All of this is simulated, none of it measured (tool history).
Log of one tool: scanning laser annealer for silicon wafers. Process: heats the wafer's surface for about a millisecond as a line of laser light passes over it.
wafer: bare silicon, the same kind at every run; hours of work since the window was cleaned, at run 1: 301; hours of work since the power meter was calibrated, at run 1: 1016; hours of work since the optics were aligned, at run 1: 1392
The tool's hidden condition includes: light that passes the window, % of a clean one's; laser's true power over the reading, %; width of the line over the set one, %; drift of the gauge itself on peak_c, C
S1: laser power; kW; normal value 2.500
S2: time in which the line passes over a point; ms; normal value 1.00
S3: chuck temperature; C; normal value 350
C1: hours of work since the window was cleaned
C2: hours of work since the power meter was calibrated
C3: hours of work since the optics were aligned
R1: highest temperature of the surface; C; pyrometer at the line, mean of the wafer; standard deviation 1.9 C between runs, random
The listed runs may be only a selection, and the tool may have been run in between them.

Run 1, day 0.000: usual settings; C1 301; C2 1016; C3 1392. Result: R1 1085 C.
Run 2, day 1.338: usual settings; C1 321; C2 1035; C3 1412. Result: R1 1084 C.
Run 3, day 3.808: usual settings; C1 357; C2 1071; C3 1448. Result: R1 1085 C.
Run 4, day 6.304: usual settings but S3 371 C; C1 393; C2 1108; C3 1484. Result: R1 1107 C.
Run 5, day 7.892: usual settings but S3 368 C; C1 417; C2 1131; C3 1507. Result: R1 1099 C.
Run 6, day 9.312: usual settings but S3 368 C; C1 437; C2 1152; C3 1528. Result: R1 1099 C.
Run 7, day 11.375: usual settings; C1 468; C2 1182; C3 1558. Result: R1 1078 C.
Run 8, day 13.304: usual settings; C1 496; C2 1210; C3 1586. Result: R1 1080 C.
Run 9, day 15.092: usual settings; C1 522; C2 1236; C3 1613. Result: R1 1075 C.
Run 10, day 17.250: usual settings; C1 553; C2 1268; C3 1644. Result: R1 1076 C.
Run 11, day 18.375: usual settings; C1 570; C2 1284; C3 1661. Result: R1 1079 C.
Run 12, day 20.579: usual settings; C1 602; C2 1316; C3 1693. Result: R1 1074 C.
At day 21.112: optics aligned, line set to its width.
Run 13, day 22.538: usual settings; C1 628; C2 1342; C3 21. Result: R1 1086 C.
Run 14, day 24.758: usual settings; C1 660; C2 1374; C3 53. Result: R1 1084 C.
Run 15, day 26.558: usual settings; C1 686; C2 1401; C3 80. Result: R1 1081 C.
Run 16, day 28.588: usual settings; C1 716; C2 1430; C3 109. Result: R1 1082 C.
Run 17, day 29.788: usual settings but S3 320 C; C1 734; C2 1448; C3 127. Result: R1 1051 C.
Run 18, day 31.792: usual settings but S3 320 C; C1 763; C2 1477; C3 156. Result: R1 1047 C.
Run 19, day 33.479: usual settings but S1 2.301 kW; C1 788; C2 1502; C3 181. Result: R1 1002 C.
Run 20, day 36.000: usual settings but S1 2.301 kW; C1 824; C2 1539; C3 218. Result: R1 1000 C.
At day 37.862: window over the wafer cleaned.
Run 21, day 38.304: usual settings; C1 6; C2 1571; C3 250. Result: R1 1107 C.
Run 22, day 40.325: usual settings; C1 36; C2 1601; C3 280. Result: R1 1106 C.
Run 23, day 42.238: usual settings but S1 2.540 kW, S2 1.08 ms, S3 384 C; C1 64; C2 1629; C3 308. Result: R1 1186 C.
Run 24, day 44.675: usual settings but S1 2.540 kW, S2 1.08 ms, S3 384 C; C1 100; C2 1664; C3 343. Result: R1 1188 C.
Run 25, day 47.158: usual settings but S1 2.682 kW, S2 0.78 ms, S3 365 C; C1 136; C2 1700; C3 379. Result: R1 1084 C.
Run 26, day 49.062: usual settings but S1 2.682 kW, S2 0.78 ms, S3 365 C; C1 164; C2 1728; C3 407. Result: R1 1081 C.
Run 27, day 50.279: usual settings but S1 2.491 kW, S3 368 C; C1 181; C2 1746; C3 425. Result: R1 1115 C.
Run 28, day 51.788: usual settings but S1 2.625 kW, S2 0.92 ms; C1 204; C2 1768; C3 447. Result: R1 1115 C.
Run 29, day 53.412: usual settings but S1 2.625 kW, S2 0.92 ms, S3 315 C; C1 227; C2 1792; C3 471. Result: R1 1077 C.
Run 30, day 54.825: usual settings but S2 1.10 ms, S3 381 C; C1 248; C2 1813; C3 491. Result: R1 1168 C.
Run 31, day 57.079: usual settings but S1 2.514 kW, S2 0.85 ms, S3 323 C; C1 281; C2 1845; C3 524. Result: R1 1011 C.
Run 32, day 58.621: usual settings but S1 2.514 kW, S2 0.85 ms, S3 383 C; C1 303; C2 1868; C3 547. Result: R1 1070 C.
Run 33, day 60.688: usual settings but S1 2.514 kW, S2 0.85 ms, S3 383 C; C1 334; C2 1898; C3 577. Result: R1 1068 C.
Run 34, day 62.275: usual settings but S1 2.514 kW, S2 0.85 ms, S3 383 C; C1 357; C2 1921; C3 600. Result: R1 1066 C.
Run 35, day 63.300: usual settings but S1 2.514 kW, S2 0.85 ms, S3 383 C; C1 372; C2 1936; C3 615. Result: R1 1066 C.
Run 36, day 65.271: usual settings but S1 2.622 kW, S2 0.84 ms, S3 366 C; C1 401; C2 1965; C3 644. Result: R1 1082 C.
Run 37, day 66.800: usual settings but S1 2.622 kW, S2 0.84 ms, S3 366 C; C1 423; C2 1988; C3 666. Result: R1 1084 C.
Run 38, day 69.129: usual settings but S1 2.622 kW, S2 0.84 ms, S3 366 C; C1 457; C2 2022; C3 701. Result: R1 1081 C.
Run 39, day 70.150: usual settings but S2 0.72 ms; C1 472; C2 2037; C3 715. Result: R1 966 C.
Run 40, day 71.442: usual settings but S2 1.20 ms, S3 382 C; C1 491; C2 2055; C3 734. Result: R1 1202 C.
Run 41, day 73.162: usual settings but S2 1.20 ms, S3 382 C; C1 516; C2 2081; C3 760. Result: R1 1194 C.

Hidden state at the last listed run before each entry between runs and at the first one after, where it differs:
From run 12 to run 13: optics aligned, line set to its width (day 21.112)
  light that passes the window, % of a clean one's: 97.73 -> 97.64; laser's true power over the reading, %: 0.51 -> 0.52; width of the line over the set one, %: 2.43 -> 0.35
  measured result minus the result with no hidden state, R1: -32 -> -20 C
From run 20 to run 21: window over the wafer cleaned (day 37.862)
  light that passes the window, % of a clean one's: 96.99 -> 99.85; laser's true power over the reading, %: 0.59 -> 0.6; width of the line over the set one, %: 0.62 -> 0.66
  measured result minus the result with no hidden state, R1: -26 -> +0 C

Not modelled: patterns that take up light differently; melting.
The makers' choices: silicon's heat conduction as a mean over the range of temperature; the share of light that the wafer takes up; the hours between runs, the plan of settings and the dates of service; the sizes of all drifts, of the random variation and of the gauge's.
